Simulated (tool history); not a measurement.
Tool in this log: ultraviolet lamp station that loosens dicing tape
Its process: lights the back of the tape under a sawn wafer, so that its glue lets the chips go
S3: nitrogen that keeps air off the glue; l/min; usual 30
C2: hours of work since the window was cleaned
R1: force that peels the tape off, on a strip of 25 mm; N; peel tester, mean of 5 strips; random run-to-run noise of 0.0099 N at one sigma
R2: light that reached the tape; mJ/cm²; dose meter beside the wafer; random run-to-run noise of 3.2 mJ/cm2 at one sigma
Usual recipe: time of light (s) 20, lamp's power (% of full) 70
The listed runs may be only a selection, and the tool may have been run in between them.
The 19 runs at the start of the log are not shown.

run 20 hour=167.7 | time_of_light_(s)=21 lamp's_power_(%_of_full)=78 S3=23 | hours_of_work_of_the_lamp=324 C2=427 | R1=0.362 R2=585
run 21 hour=175.5 | time_of_light_(s)=11 lamp's_power_(%_of_full)=92 S3=44 | hours_of_work_of_the_lamp=329 C2=431 | R1=0.707 R2=362
run 22 hour=186.4 | time_of_light_(s)=11 lamp's_power_(%_of_full)=92 S3=21 | hours_of_work_of_the_lamp=336 C2=438 | R1=1.342 R2=370
run 23 hour=194.1 | time_of_light_(s)=11 lamp's_power_(%_of_full)=66 S3=20 | hours_of_work_of_the_lamp=340 C2=443 | R1=2.458 R2=264
run 24 hour=203.9 | time_of_light_(s)=38 lamp's_power_(%_of_full)=90 S3=13 | hours_of_work_of_the_lamp=346 C2=449 | R1=0.105 R2=1228
run 25 hour=209.4 | time_of_light_(s)=11 lamp's_power_(%_of_full)=70 S3=11 | hours_of_work_of_the_lamp=350 C2=452 | R1=3.241 R2=276
run 26 hour=220.9 | time_of_light_(s)=33 lamp's_power_(%_of_full)=70 S3=28 | hours_of_work_of_the_lamp=356 C2=459 | R1=0.121 R2=825
run 27 hour=227.9 | time_of_light_(s)=33 lamp's_power_(%_of_full)=70 S3=28 | hours_of_work_of_the_lamp=361 C2=463 | R1=0.127 R2=834
run 28 hour=234.4 | time_of_light_(s)=10 lamp's_power_(%_of_full)=73 S3=28 | hours_of_work_of_the_lamp=365 C2=467 | R1=2.02 R2=260
run 29 hour=240 | time_of_light_(s)=13 lamp's_power_(%_of_full)=100 S3=13 | hours_of_work_of_the_lamp=368 C2=470 | R1=1.248 R2=470
run 30 hour=248.2 | time_of_light_(s)=31 lamp's_power_(%_of_full)=100 S3=15 | hours_of_work_of_the_lamp=373 C2=475 | R1=0.118 R2=1116
run 31 hour=253.7 | time_of_light_(s)=31 lamp's_power_(%_of_full)=100 S3=15 | hours_of_work_of_the_lamp=376 C2=479 | R1=0.116 R2=1115
run 32 hour=265.1 | time_of_light_(s)=20 lamp's_power_(%_of_full)=90 S3=30 | hours_of_work_of_the_lamp=383 C2=485 | R1=0.211 R2=646
run 33 hour=272.5 | time_of_light_(s)=21 lamp's_power_(%_of_full)=64 S3=12 | hours_of_work_of_the_lamp=388 C2=490 | R1=1.2 R2=483
run 34 hour=277.8 | time_of_light_(s)=21 lamp's_power_(%_of_full)=64 S3=12 | hours_of_work_of_the_lamp=391 C2=493 | R1=1.256 R2=482
-- hour=279.3 window cleaned of glue's vapour
run 35 hour=289 | time_of_light_(s)=16 lamp's_power_(%_of_full)=92 S3=24 | hours_of_work_of_the_lamp=397 C2=6 | R1=0.478 R2=526
run 36 hour=300 | time_of_light_(s)=20 lamp's_power_(%_of_full)=71 S3=37 | hours_of_work_of_the_lamp=404 C2=12 | R1=0.332 R2=509
run 37 hour=308.7 | time_of_light_(s)=36 lamp's_power_(%_of_full)=67 S3=22 | hours_of_work_of_the_lamp=409 C2=18 | R1=0.143 R2=865

Consider 4 possible next runs. They are alternatives, not a sequence: every one starts from the tool as it was left by run 37. What does each give?
run A hour=313.9 | time_of_light_(s)=15 lamp's_power_(%_of_full)=67 S3=27 | hours_of_work_of_the_lamp=412 C2=21 | R1=? R2=?
run B hour=313.9 | time_of_light_(s)=15 lamp's_power_(%_of_full)=83 S3=55 | hours_of_work_of_the_lamp=412 C2=21 | R1=? R2=?
run C hour=313.9 | time_of_light_(s)=29 lamp's_power_(%_of_full)=84 S3=54 | hours_of_work_of_the_lamp=412 C2=21 | R1=? R2=?
run D hour=313.9 | time_of_light_(s)=26 lamp's_power_(%_of_full)=77 S3=16 | hours_of_work_of_the_lamp=412 C2=21 | R1=? R2=?

run=A R1=1.076 R2=362
run=B R1=0.319 R2=452
run=C R1=0.093 R2=881
run=D R1=0.319 R2=726
What these runs would have given with no unlogged condition in the tool:
run=A R1=1.073 R2=363
run=B R1=0.317 R2=453
run=C R1=0.093 R2=882
run=D R1=0.318 R2=727

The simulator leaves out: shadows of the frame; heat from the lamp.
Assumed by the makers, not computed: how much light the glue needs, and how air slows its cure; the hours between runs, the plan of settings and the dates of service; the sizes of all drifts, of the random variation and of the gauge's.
